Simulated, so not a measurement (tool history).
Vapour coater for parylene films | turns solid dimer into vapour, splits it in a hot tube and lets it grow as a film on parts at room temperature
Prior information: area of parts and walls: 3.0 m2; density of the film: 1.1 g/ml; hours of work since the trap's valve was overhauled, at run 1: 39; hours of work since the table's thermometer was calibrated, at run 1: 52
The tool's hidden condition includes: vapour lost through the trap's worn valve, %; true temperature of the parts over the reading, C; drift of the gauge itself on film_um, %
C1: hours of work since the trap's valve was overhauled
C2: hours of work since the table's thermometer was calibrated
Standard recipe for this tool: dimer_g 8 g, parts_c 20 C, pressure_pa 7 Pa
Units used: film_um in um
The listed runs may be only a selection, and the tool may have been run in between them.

run 1 hour=0 | dimer_g=8 parts_c=20 pressure_pa=7 | C1=39 C2=52 | film_um=1.115
run 2 hour=17.1 | dimer_g=8 parts_c=20 pressure_pa=7 | C1=47 C2=60 | film_um=1.113
run 3 hour=32.5 | dimer_g=8 parts_c=20 pressure_pa=7 | C1=54 C2=67 | film_um=1.114
run 4 hour=51.3 | dimer_g=8 parts_c=20 pressure_pa=7 | C1=62 C2=75 | film_um=1.118
run 5 hour=67.7 | dimer_g=8 parts_c=20 pressure_pa=7 | C1=69 C2=82 | film_um=1.112
run 6 hour=86.2 | dimer_g=8 parts_c=20 pressure_pa=7 | C1=78 C2=91 | film_um=1.109
run 7 hour=99 | dimer_g=8 parts_c=20 pressure_pa=7 | C1=83 C2=97 | film_um=1.113
run 8 hour=115.5 | dimer_g=8 parts_c=20 pressure_pa=5.98 | C1=91 C2=104 | film_um=1.128
run 9 hour=132.8 | dimer_g=8 parts_c=20 pressure_pa=5.98 | C1=99 C2=112 | film_um=1.125
run 10 hour=147.7 | dimer_g=8 parts_c=17 pressure_pa=7 | C1=105 C2=118 | film_um=1.172
run 11 hour=166.5 | dimer_g=8 parts_c=17 pressure_pa=7 | C1=114 C2=127 | film_um=1.166
run 12 hour=183.6 | dimer_g=8 parts_c=17 pressure_pa=4 | C1=121 C2=134 | film_um=1.222
run 13 hour=194.5 | dimer_g=8 parts_c=20 pressure_pa=7 | C1=126 C2=139 | film_um=1.108
run 14 hour=210.7 | dimer_g=8 parts_c=20 pressure_pa=7 | C1=133 C2=147 | film_um=1.105
run 15 hour=228 | dimer_g=8 parts_c=20 pressure_pa=7 | C1=141 C2=154 | film_um=1.102
run 16 hour=250.2 | dimer_g=8 parts_c=20 pressure_pa=7 | C1=151 C2=164 | film_um=1.101
run 17 hour=271.2 | dimer_g=7 parts_c=20 pressure_pa=3.4 | C1=161 C2=174 | film_um=1.034
-- hour=276.9 trap's valve overhauled
run 18 hour=298.1 | dimer_g=7 parts_c=20 pressure_pa=3.03 | C1=9 C2=184 | film_um=1.031
-- hour=316.1 trap's valve overhauled, once more
run 19 hour=323.3 | dimer_g=7 parts_c=20 pressure_pa=3.03 | C1=3 C2=193 | film_um=1.062
run 20 hour=343.3 | dimer_g=6 parts_c=18 pressure_pa=7.97 | C1=12 C2=202 | film_um=0.866
run 21 hour=360.9 | dimer_g=4 parts_c=19 pressure_pa=7 | C1=20 C2=210 | film_um=0.571
run 22 hour=375.9 | dimer_g=4 parts_c=19 pressure_pa=7 | C1=27 C2=217 | film_um=0.565
run 23 hour=395.9 | dimer_g=8 parts_c=19 pressure_pa=7 | C1=36 C2=226 | film_um=1.144
run 24 hour=411.3 | dimer_g=8 parts_c=19 pressure_pa=4.93 | C1=43 C2=233 | film_um=1.18
run 25 hour=432.5 | dimer_g=12 parts_c=24 pressure_pa=11.04 | C1=52 C2=242 | film_um=1.493
run 26 hour=451.1 | dimer_g=11 parts_c=20 pressure_pa=6.94 | C1=60 C2=251 | film_um=1.54
run 27 hour=471.1 | dimer_g=13 parts_c=18 pressure_pa=3.49 | C1=69 C2=260 | film_um=2.008
run 28 hour=485.8 | dimer_g=13 parts_c=18 pressure_pa=3.49 | C1=76 C2=266 | film_um=1.996
run 29 hour=503.5 | dimer_g=13 parts_c=18 pressure_pa=4.17 | C1=84 C2=274 | film_um=1.962
run 30 hour=525.4 | dimer_g=8 parts_c=16 pressure_pa=10.95 | C1=94 C2=284 | film_um=1.137
run 31 hour=535.5 | dimer_g=10 parts_c=20 pressure_pa=6.98 | C1=98 C2=289 | film_um=1.385

Hidden state or all else? Some run-to-run changes of film_um, split into what the settings, what came in and random variation would give without the hidden state, and what is left for the hidden state (with any gauge scatter that isn't in both results):
Run 17 -> 18: pressure_pa 3.4 -> 3.03, trap's valve overhauled. film_um -0.003 um: hidden state -0.009, all else +0.006.
Run 18 -> 19: trap's valve overhauled, once more. film_um +0.031 um: hidden state +0.028, all else +0.003.
Run 22 -> 23: dimer_g 4 -> 8. film_um +0.579 um: hidden state -0.006, all else +0.585.
Run 26 -> 27: dimer_g 11 -> 13, parts_c 20 -> 18, pressure_pa 6.94 -> 3.49. film_um +0.468 um: hidden state -0.009, all else +0.477.
Run 29 -> 30: dimer_g 13 -> 8, parts_c 18 -> 16, pressure_pa 4.17 -> 10.95. film_um -0.825 um: hidden state +0.011, all else -0.836.

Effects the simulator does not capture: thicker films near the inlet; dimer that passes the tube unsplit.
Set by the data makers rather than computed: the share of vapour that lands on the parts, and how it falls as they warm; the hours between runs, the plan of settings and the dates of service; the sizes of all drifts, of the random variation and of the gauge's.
